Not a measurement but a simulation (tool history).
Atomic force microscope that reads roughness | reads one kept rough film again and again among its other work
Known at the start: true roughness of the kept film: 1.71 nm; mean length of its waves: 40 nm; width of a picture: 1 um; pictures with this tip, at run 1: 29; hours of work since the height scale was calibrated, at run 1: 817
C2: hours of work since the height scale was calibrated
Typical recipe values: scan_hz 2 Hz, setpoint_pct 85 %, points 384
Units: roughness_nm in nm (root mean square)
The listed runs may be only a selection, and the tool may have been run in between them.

run 1 hour=0 | scan_hz=2 setpoint_pct=85 points=384 | pictures_with_this_tip=29 C2=817 | roughness_nm=1.339
run 2 hour=12.1 | scan_hz=0.5 setpoint_pct=85 points=384 | pictures_with_this_tip=52 C2=826 | roughness_nm=1.48
-- hour=28.7 new tip fitted
run 3 hour=31.1 | scan_hz=0.5 setpoint_pct=85 points=384 | pictures_with_this_tip=5 C2=839 | roughness_nm=1.565
run 4 hour=55.2 | scan_hz=2 setpoint_pct=85 points=384 | pictures_with_this_tip=51 C2=855 | roughness_nm=1.319
-- hour=71.6 new tip fitted
run 5 hour=83.4 | scan_hz=2 setpoint_pct=85 points=384 | pictures_with_this_tip=22 C2=874 | roughness_nm=1.363
run 6 hour=95.9 | scan_hz=2 setpoint_pct=85 points=384 | pictures_with_this_tip=46 C2=883 | roughness_nm=1.32
-- hour=115 new tip fitted
run 7 hour=125.2 | scan_hz=2 setpoint_pct=85 points=384 | pictures_with_this_tip=19 C2=903 | roughness_nm=1.369
run 8 hour=140.6 | scan_hz=2 setpoint_pct=85 points=384 | pictures_with_this_tip=48 C2=913 | roughness_nm=1.326
-- hour=158.9 new tip fitted
run 9 hour=161.7 | scan_hz=2 setpoint_pct=85 points=384 | pictures_with_this_tip=5 C2=928 | roughness_nm=1.376
run 10 hour=180.7 | scan_hz=2 setpoint_pct=85 points=384 | pictures_with_this_tip=41 C2=941 | roughness_nm=1.322
run 11 hour=200.6 | scan_hz=2 setpoint_pct=85 points=384 | pictures_with_this_tip=79 C2=954 | roughness_nm=1.278
-- hour=203.1 new tip fitted
run 12 hour=214.6 | scan_hz=2 setpoint_pct=85 points=362 | pictures_with_this_tip=22 C2=964 | roughness_nm=1.34
run 13 hour=233.6 | scan_hz=2 setpoint_pct=85 points=362 | pictures_with_this_tip=58 C2=977 | roughness_nm=1.316
-- hour=246.1 new tip fitted
run 14 hour=258.7 | scan_hz=2 setpoint_pct=85 points=384 | pictures_with_this_tip=24 C2=994 | roughness_nm=1.326
run 15 hour=283.5 | scan_hz=2 setpoint_pct=85 points=384 | pictures_with_this_tip=71 C2=1011 | roughness_nm=1.272
-- hour=289.3 new tip fitted
run 16 hour=303.8 | scan_hz=2 setpoint_pct=85 points=384 | pictures_with_this_tip=27 C2=1024 | roughness_nm=1.341
run 17 hour=321.9 | scan_hz=2 setpoint_pct=81 points=384 | pictures_with_this_tip=61 C2=1037 | roughness_nm=1.33
-- hour=332.6 new tip fitted
run 18 hour=344.1 | scan_hz=2 setpoint_pct=81 points=384 | pictures_with_this_tip=22 C2=1052 | roughness_nm=1.375
run 19 hour=369.8 | scan_hz=2 setpoint_pct=81 points=384 | pictures_with_this_tip=71 C2=1070 | roughness_nm=1.317
-- hour=376.6 new tip fitted
run 20 hour=398.7 | scan_hz=2 setpoint_pct=85 points=384 | pictures_with_this_tip=41 C2=1089 | roughness_nm=1.316
-- hour=419.5 new tip fitted
run 21 hour=428.8 | scan_hz=2 setpoint_pct=85 points=384 | pictures_with_this_tip=17 C2=1109 | roughness_nm=1.352
run 22 hour=452.8 | scan_hz=2 setpoint_pct=85 points=280 | pictures_with_this_tip=63 C2=1126 | roughness_nm=1.284
-- hour=463.2 new tip fitted
run 23 hour=472.3 | scan_hz=2 setpoint_pct=85 points=260 | pictures_with_this_tip=18 C2=1139 | roughness_nm=1.337
run 24 hour=496.1 | scan_hz=2 setpoint_pct=85 points=700 | pictures_with_this_tip=63 C2=1156 | roughness_nm=1.305
-- hour=506.5 new tip fitted
run 25 hour=511.4 | scan_hz=2 setpoint_pct=85 points=700 | pictures_with_this_tip=10 C2=1166 | roughness_nm=1.367
run 26 hour=527.1 | scan_hz=2 setpoint_pct=85 points=700 | pictures_with_this_tip=39 C2=1177 | roughness_nm=1.336
run 27 hour=544.6 | scan_hz=3.86 setpoint_pct=74 points=609 | pictures_with_this_tip=72 C2=1189 | roughness_nm=1.27
-- hour=549.3 new tip fitted
run 28 hour=563.8 | scan_hz=3.86 setpoint_pct=74 points=609 | pictures_with_this_tip=28 C2=1202 | roughness_nm=1.308
run 29 hour=580.3 | scan_hz=2.52 setpoint_pct=80 points=584 | pictures_with_this_tip=59 C2=1213 | roughness_nm=1.303
-- hour=591.8 new tip fitted
run 30 hour=594.2 | scan_hz=2.65 setpoint_pct=62 points=755 | pictures_with_this_tip=4 C2=1222 | roughness_nm=1.505
run 31 hour=613.2 | scan_hz=2.81 setpoint_pct=62 points=384 | pictures_with_this_tip=40 C2=1235 | roughness_nm=1.446
-- hour=635.3 new tip fitted
run 32 hour=640.2 | scan_hz=2.65 setpoint_pct=62 points=313 | pictures_with_this_tip=9 C2=1253 | roughness_nm=1.489
run 33 hour=657.2 | scan_hz=1.48 setpoint_pct=72 points=274 | pictures_with_this_tip=41 C2=1265 | roughness_nm=1.455
-- hour=678.4 new tip fitted
run 34 hour=683.5 | scan_hz=1.21 setpoint_pct=67 points=384 | pictures_with_this_tip=9 C2=1283 | roughness_nm=1.539
run 35 hour=712.7 | scan_hz=1.21 setpoint_pct=67 points=384 | pictures_with_this_tip=65 C2=1303 | roughness_nm=1.452
-- hour=721.4 new tip fitted
run 36 hour=729.4 | scan_hz=0.56 setpoint_pct=75 points=387 | pictures_with_this_tip=15 C2=1314 | roughness_nm=1.554
run 37 hour=755.6 | scan_hz=0.62 setpoint_pct=70 points=319 | pictures_with_this_tip=65 C2=1332 | roughness_nm=1.488
-- hour=764 new tip fitted
run 38 hour=768.2 | scan_hz=0.62 setpoint_pct=70 points=688 | pictures_with_this_tip=7 C2=1341 | roughness_nm=1.568
-- hour=778.5 height scale calibrated on a step standard
run 39 hour=786.5 | scan_hz=0.73 setpoint_pct=68 points=688 | pictures_with_this_tip=40 C2=5 | roughness_nm=1.546
run 40 hour=807 | scan_hz=1.23 setpoint_pct=61 points=660 | pictures_with_this_tip=79 C2=20 | roughness_nm=1.505
-- hour=809.7 new tip fitted
run 41 hour=830.6 | scan_hz=1.23 setpoint_pct=61 points=660 | pictures_with_this_tip=40 C2=36 | roughness_nm=1.565
run 42 hour=847.7 | scan_hz=1.45 setpoint_pct=55 points=660 | pictures_with_this_tip=72 C2=47 | roughness_nm=1.523
-- hour=852.7 new tip fitted
run 43 hour=870.6 | scan_hz=1.45 setpoint_pct=55 points=660 | pictures_with_this_tip=34 C2=63 | roughness_nm=1.572
-- hour=895.2 new tip fitted
run 44 hour=900.6 | scan_hz=3.4 setpoint_pct=80 points=384 | pictures_with_this_tip=10 C2=83 | roughness_nm=1.325
run 45 hour=913.6 | scan_hz=3.4 setpoint_pct=80 points=384 | pictures_with_this_tip=35 C2=92 | roughness_nm=1.298
run 46 hour=928.5 | scan_hz=3.4 setpoint_pct=88 points=772 | pictures_with_this_tip=63 C2=102 | roughness_nm=1.164
-- hour=939.5 new tip fitted
run 47 hour=941.5 | scan_hz=2.21 setpoint_pct=69 points=540 | pictures_with_this_tip=3 C2=111 | roughness_nm=1.519
run 48 hour=957.8 | scan_hz=2.21 setpoint_pct=69 points=540 | pictures_with_this_tip=34 C2=122 | roughness_nm=1.482
-- hour=982.6 new tip fitted
run 49 hour=987.7 | scan_hz=0.98 setpoint_pct=85 points=794 | pictures_with_this_tip=10 C2=142 | roughness_nm=1.523
run 50 hour=1006.7 | scan_hz=1.49 setpoint_pct=58 points=384 | pictures_with_this_tip=46 C2=156 | roughness_nm=1.547

How would selected steps in roughness_nm from run to run divide? Give the signed amount a tool lacking its hidden state would still show from settings, what came in and random variation, and the signed amount left for the hidden state, including any gauge scatter that is not in both of the compared results.
Hidden state present: radius of the tip, nm; height scale over the true one, %; drift of the gauge itself on roughness_nm, %.
Run 3 -> 4: scan_hz 0.5 -> 2. roughness_nm -0.246 nm (root mean square): hidden state -0.057, all else -0.189.
Run 11 -> 12: points 384 -> 362, new tip fitted. roughness_nm +0.062 nm (root mean square): hidden state +0.077, all else -0.015.
Run 34 -> 35: settings left as they were, no log entry in between. roughness_nm -0.087 nm (root mean square): hidden state -0.083, all else -0.004.
Run 37 -> 38: points 319 -> 688, new tip fitted. roughness_nm +0.08 nm (root mean square): hidden state +0.08, all else +0.
Run 43 -> 44: scan_hz 1.45 -> 3.4, setpoint_pct 55 -> 80, points 660 -> 384, new tip fitted. roughness_nm -0.247 nm (root mean square): hidden state +0.045, all else -0.292.
Run 46 -> 47: scan_hz 3.4 -> 2.21, setpoint_pct 88 -> 69, points 772 -> 540, new tip fitted. roughness_nm +0.355 nm (root mean square): hidden state +0.061, all else +0.294.
